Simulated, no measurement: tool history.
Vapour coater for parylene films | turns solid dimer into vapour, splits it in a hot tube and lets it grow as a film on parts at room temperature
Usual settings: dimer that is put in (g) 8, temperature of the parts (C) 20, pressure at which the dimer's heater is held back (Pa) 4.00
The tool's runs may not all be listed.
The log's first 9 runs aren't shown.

run	day	dimer that is put in (g)	temperature of the parts (C)	pressure at which the dimer's heater is held back (Pa)	thickness of the film (µm)
# day 17.792: trap's valve overhauled
# day 17.833: table's thermometer calibrated
10	17.954	8	17	4.00	4.33
11	19.808	8	17	4.00	4.31
12	20.925	8	17	4.00	4.33
13	22.508	11	20	4.00	5.22
14	23.688	5	20	4.00	2.37
15	26.238	5	20	4.00	2.35
16	27.854	8	20	6.74	3.36
17	29.112	12	24	2.46	5.25
18	30.438	12	24	2.46	5.28
19	32.046	12	24	9.52	3.88
20	33.396	12	24	9.52	3.92
21	35.238	10	20	2.34	5.06
22	36.929	11	18	2.91	5.63
23	38.304	8	20	5.36	3.37
24	40.767	8	19	6.39	3.35
25	42.862	8	19	6.39	3.23
26	45.371	8	19	6.39	3.24
27	46.792	4	26	2.86	1.46
28	49.008	14	15	2.86	7.72
29	50.225	11	15	2.86	6.03
# day 50.908: trap's valve overhauled
30	51.908	11	16	3.48	6.03
31	53.054	11	16	3.48	6.15
32	54.146	8	12	4.21	4.94

Forecast each of these 5 alternatives for the next run:
A	55.421	8	12	4.21	?
B	55.421	10	18	8.12	?
C	55.421	13	13	10.47	?
D	55.421	8	12	4.73	?
E	55.421	4	22	4.93	?

run	thickness of the film (µm)
A	4.89
B	4.15
C	6.28
D	4.73
E	1.61
Without the tool's hidden state the same runs would have given:
run	thickness of the film (µm)
A	5.19
B	4.41
C	6.68
D	5.03
E	1.71
